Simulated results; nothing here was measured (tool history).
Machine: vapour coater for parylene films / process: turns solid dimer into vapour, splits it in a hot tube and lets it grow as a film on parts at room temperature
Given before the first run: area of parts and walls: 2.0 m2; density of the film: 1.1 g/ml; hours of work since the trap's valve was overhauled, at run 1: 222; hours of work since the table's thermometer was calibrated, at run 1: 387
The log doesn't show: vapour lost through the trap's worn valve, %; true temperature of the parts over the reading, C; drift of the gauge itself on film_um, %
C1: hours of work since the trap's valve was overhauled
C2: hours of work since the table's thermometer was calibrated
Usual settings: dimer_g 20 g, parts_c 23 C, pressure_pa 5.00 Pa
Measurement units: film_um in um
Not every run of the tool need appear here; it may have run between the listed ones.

run 1 day=0.000 | dimer_g=20 parts_c=23 pressure_pa=5.00 | C1=222 C2=387 | film_um=4.42
run 2 day=1.271 | dimer_g=20 parts_c=23 pressure_pa=5.00 | C1=249 C2=414 | film_um=4.28
run 3 day=2.588 | dimer_g=20 parts_c=23 pressure_pa=5.00 | C1=278 C2=442 | film_um=4.25
run 4 day=4.258 | dimer_g=20 parts_c=23 pressure_pa=5.00 | C1=314 C2=478 | film_um=4.28
run 5 day=5.050 | dimer_g=20 parts_c=18 pressure_pa=5.00 | C1=331 C2=495 | film_um=4.93
-- day=5.629 trap's valve overhauled
run 6 day=6.217 | dimer_g=20 parts_c=18 pressure_pa=5.00 | C1=13 C2=517 | film_um=5.66
run 7 day=7.004 | dimer_g=20 parts_c=23 pressure_pa=5.00 | C1=30 C2=534 | film_um=4.75
run 8 day=7.917 | dimer_g=20 parts_c=23 pressure_pa=5.00 | C1=49 C2=553 | film_um=4.78
run 9 day=9.596 | dimer_g=20 parts_c=23 pressure_pa=5.00 | C1=85 C2=590 | film_um=4.71
run 10 day=10.912 | dimer_g=33 parts_c=23 pressure_pa=5.00 | C1=113 C2=618 | film_um=7.53
run 11 day=12.500 | dimer_g=33 parts_c=23 pressure_pa=5.00 | C1=148 C2=652 | film_um=7.44
run 12 day=14.029 | dimer_g=33 parts_c=23 pressure_pa=5.00 | C1=181 C2=685 | film_um=7.38
run 13 day=15.721 | dimer_g=33 parts_c=23 pressure_pa=5.00 | C1=217 C2=721 | film_um=7.43
run 14 day=17.017 | dimer_g=33 parts_c=23 pressure_pa=5.00 | C1=245 C2=749 | film_um=7.10
run 15 day=18.454 | dimer_g=33 parts_c=23 pressure_pa=5.00 | C1=276 C2=780 | film_um=7.16
run 16 day=19.621 | dimer_g=29 parts_c=23 pressure_pa=5.00 | C1=301 C2=805 | film_um=6.19
run 17 day=21.229 | dimer_g=29 parts_c=23 pressure_pa=5.00 | C1=335 C2=840 | film_um=6.13
-- day=21.546 trap's valve overhauled
run 18 day=22.179 | dimer_g=20 parts_c=23 pressure_pa=4.08 | C1=14 C2=856 | film_um=4.90
run 19 day=23.875 | dimer_g=20 parts_c=23 pressure_pa=4.08 | C1=50 C2=893 | film_um=4.86
run 20 day=25.696 | dimer_g=20 parts_c=23 pressure_pa=4.08 | C1=89 C2=932 | film_um=4.76
run 21 day=26.521 | dimer_g=20 parts_c=16 pressure_pa=4.08 | C1=107 C2=950 | film_um=5.91
run 22 day=27.442 | dimer_g=9 parts_c=23 pressure_pa=5.00 | C1=127 C2=970 | film_um=2.07
run 23 day=28.467 | dimer_g=20 parts_c=30 pressure_pa=5.00 | C1=149 C2=992 | film_um=3.61
run 24 day=29.525 | dimer_g=20 parts_c=30 pressure_pa=5.00 | C1=172 C2=1014 | film_um=3.67
run 25 day=30.550 | dimer_g=9 parts_c=30 pressure_pa=5.20 | C1=194 C2=1036 | film_um=1.59
run 26 day=31.888 | dimer_g=24 parts_c=24 pressure_pa=2.12 | C1=222 C2=1065 | film_um=5.88
run 27 day=32.746 | dimer_g=24 parts_c=24 pressure_pa=2.12 | C1=241 C2=1084 | film_um=5.86
run 28 day=34.283 | dimer_g=24 parts_c=24 pressure_pa=2.02 | C1=274 C2=1117 | film_um=5.82
run 29 day=35.788 | dimer_g=24 parts_c=17 pressure_pa=11.57 | C1=306 C2=1149 | film_um=5.42
run 30 day=36.979 | dimer_g=24 parts_c=17 pressure_pa=11.57 | C1=332 C2=1175 | film_um=5.41
-- day=37.450 trap's valve overhauled
run 31 day=38.188 | dimer_g=24 parts_c=30 pressure_pa=11.57 | C1=16 C2=1197 | film_um=4.19
run 32 day=39.208 | dimer_g=19 parts_c=29 pressure_pa=11.57 | C1=38 C2=1219 | film_um=3.35
run 33 day=40.379 | dimer_g=11 parts_c=26 pressure_pa=10.34 | C1=63 C2=1244 | film_um=2.17
run 34 day=41.129 | dimer_g=12 parts_c=16 pressure_pa=4.77 | C1=79 C2=1260 | film_um=3.65
run 35 day=41.958 | dimer_g=11 parts_c=23 pressure_pa=5.00 | C1=97 C2=1278 | film_um=2.60
run 36 day=42.942 | dimer_g=11 parts_c=21 pressure_pa=5.74 | C1=118 C2=1299 | film_um=2.66
run 37 day=44.000 | dimer_g=11 parts_c=21 pressure_pa=5.74 | C1=141 C2=1322 | film_um=2.67
run 38 day=44.779 | dimer_g=20 parts_c=27 pressure_pa=3.47 | C1=158 C2=1339 | film_um=4.30
run 39 day=45.821 | dimer_g=20 parts_c=27 pressure_pa=3.47 | C1=180 C2=1361 | film_um=4.27
run 40 day=46.996 | dimer_g=20 parts_c=21 pressure_pa=5.00 | C1=205 C2=1386 | film_um=4.82
run 41 day=48.475 | dimer_g=9 parts_c=23 pressure_pa=5.00 | C1=237 C2=1418 | film_um=2.01
run 42 day=50.096 | dimer_g=10 parts_c=18 pressure_pa=10.90 | C1=272 C2=1453 | film_um=2.26
run 43 day=51.283 | dimer_g=10 parts_c=18 pressure_pa=10.90 | C1=297 C2=1478 | film_um=2.29
run 44 day=52.075 | dimer_g=30 parts_c=33 pressure_pa=2.64 | C1=314 C2=1496 | film_um=5.22
-- day=53.400 trap's valve overhauled
run 45 day=53.850 | dimer_g=20 parts_c=19 pressure_pa=5.00 | C1=10 C2=1530 | film_um=5.57
run 46 day=55.204 | dimer_g=20 parts_c=19 pressure_pa=5.00 | C1=39 C2=1559 | film_um=5.50
run 47 day=56.267 | dimer_g=20 parts_c=19 pressure_pa=5.00 | C1=62 C2=1582 | film_um=5.47

Hidden state at the last listed run before each entry between runs and at the first one after, where it differs:
Logged between run 5 and run 6: trap's valve overhauled (day 5.629)
  vapour lost through the trap's worn valve, %: 13.4 -> 0.8; true temperature of the parts over the reading, C: -0.39 -> -0.4
  measured value less the no-hidden-state value, film_um: -0.69 -> +0.02 um
Logged between run 17 and run 18: trap's valve overhauled (day 21.546)
  vapour lost through the trap's worn valve, %: 13 -> 1.6; true temperature of the parts over the reading, C: -0.59 -> -0.61
  measured value less the no-hidden-state value, film_um: -0.79 -> +0.02 um
Logged between run 30 and run 31: trap's valve overhauled (day 37.450)
  vapour lost through the trap's worn valve, %: 13.4 -> 0.7; true temperature of the parts over the reading, C: -0.8 -> -0.81
  measured value less the no-hidden-state value, film_um: -0.68 -> +0.08 um
Logged between run 44 and run 45: trap's valve overhauled (day 53.400)
  vapour lost through the trap's worn valve, %: 11.8 -> 0.5; true temperature of the parts over the reading, C: -0.99 -> -1.01
  measured value less the no-hidden-state value, film_um: -0.52 -> +0.15 um
